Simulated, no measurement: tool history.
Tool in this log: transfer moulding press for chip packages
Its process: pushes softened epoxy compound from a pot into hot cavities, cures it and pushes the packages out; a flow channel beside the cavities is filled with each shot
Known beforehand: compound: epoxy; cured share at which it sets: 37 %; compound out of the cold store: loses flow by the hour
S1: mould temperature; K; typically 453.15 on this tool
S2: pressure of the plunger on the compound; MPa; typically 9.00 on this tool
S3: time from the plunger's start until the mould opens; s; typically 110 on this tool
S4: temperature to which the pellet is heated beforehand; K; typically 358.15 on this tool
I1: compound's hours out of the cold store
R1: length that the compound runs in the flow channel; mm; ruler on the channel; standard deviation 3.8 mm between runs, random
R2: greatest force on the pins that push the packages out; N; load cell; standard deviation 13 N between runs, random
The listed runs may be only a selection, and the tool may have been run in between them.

run	hour	S1	S2	S3	S4	I1	R1	R2
1	0.0	453.15	9.00	110	358.15	43.2	795	686
# hour 42.6: cavities cleaned with cleaning compound and waxed
2	54.5	453.15	9.00	110	358.15	32.3	824	974
3	93.4	453.15	9.00	110	358.15	38.4	796	986
# hour 112.0: cavities cleaned with cleaning compound and waxed
4	166.6	455.15	9.00	110	358.15	40.7	770	705
# hour 175.4: plunger's sealing rings changed
# hour 181.8: cavities cleaned with cleaning compound and waxed
5	213.3	455.15	9.00	110	358.15	44.3	781	629
# hour 251.0: cavities cleaned with cleaning compound and waxed
6	271.5	453.15	9.00	110	353.15	16.3	895	759
# hour 319.3: cavities cleaned with cleaning compound and waxed
7	347.2	453.15	9.00	110	353.15	46.9	767	738
# hour 391.3: cavities cleaned with cleaning compound and waxed
# hour 413.9: plunger's sealing rings changed
8	429.0	459.15	9.00	110	358.15	16.7	880	563
# hour 453.3: cavities cleaned with cleaning compound and waxed, once more
9	464.3	459.15	9.57	110	358.15	29.6	853	493
10	506.2	459.15	9.57	110	358.15	29.6	847	612
# hour 521.5: cavities cleaned with cleaning compound and waxed
11	568.9	453.15	7.17	110	358.15	41.3	703	848
# hour 595.7: mould's thermocouples calibrated
# hour 597.2: cavities cleaned with cleaning compound and waxed
12	637.0	453.15	7.17	110	358.15	36.9	708	719
# hour 655.5: plunger's sealing rings changed
# hour 671.2: cavities cleaned with cleaning compound and waxed
13	696.2	453.15	9.00	134	358.15	11.4	922	546
# hour 742.9: cavities cleaned with cleaning compound and waxed
14	767.6	453.15	9.00	120	356.15	12.4	899	653
# hour 811.0: cavities cleaned with cleaning compound and waxed
15	834.4	453.15	9.00	120	356.15	33.7	808	614
16	865.7	453.15	9.00	120	356.15	18.0	872	730
# hour 877.7: cavities cleaned with cleaning compound and waxed
# hour 896.2: plunger's sealing rings changed
17	909.2	453.15	9.00	120	356.15	10.1	930	667
# hour 948.5: cavities cleaned with cleaning compound and waxed
18	979.8	454.15	9.39	91	354.15	15.6	912	1219
# hour 1020.9: cavities cleaned with cleaning compound and waxed
19	1041.7	458.15	9.39	134	354.15	36.3	804	474
# hour 1091.3: cavities cleaned with cleaning compound and waxed
20	1091.8	448.15	8.59	125	355.15	30.8	824	716
# hour 1136.0: plunger's sealing rings changed
# hour 1160.5: cavities cleaned with cleaning compound and waxed
21	1163.7	448.15	10.84	136	349.15	9.0	1048	673
22	1197.5	452.15	6.87	110	349.15	27.1	750	881
# hour 1229.1: cavities cleaned with cleaning compound and waxed
23	1269.6	448.15	7.32	110	359.15	14.8	823	1301
# hour 1297.4: cavities cleaned with cleaning compound and waxed
24	1303.3	448.15	9.30	110	359.15	42.3	811	950
# hour 1365.2: cavities cleaned with cleaning compound and waxed
# hour 1373.0: plunger's sealing rings changed
25	1374.8	453.15	10.63	126	348.15	12.9	1013	591

Branching from run 25: 4 alternative next runs. What would each branch give?
A	1429.6	453.15	9.00	110	362.15	31.3	?	?
B	1429.6	447.15	8.96	110	352.15	44.3	?	?
C	1429.6	454.15	9.00	104	359.15	12.2	?	?
D	1429.6	455.15	9.00	142	358.15	14.6	?	?

run	R1	R2
A	834	893
B	810	1364
C	909	1030
D	905	567
Had the tool no hidden state, the same runs would have come out as:
run	R1	R2
A	837	580
B	813	883
C	912	663
D	909	402

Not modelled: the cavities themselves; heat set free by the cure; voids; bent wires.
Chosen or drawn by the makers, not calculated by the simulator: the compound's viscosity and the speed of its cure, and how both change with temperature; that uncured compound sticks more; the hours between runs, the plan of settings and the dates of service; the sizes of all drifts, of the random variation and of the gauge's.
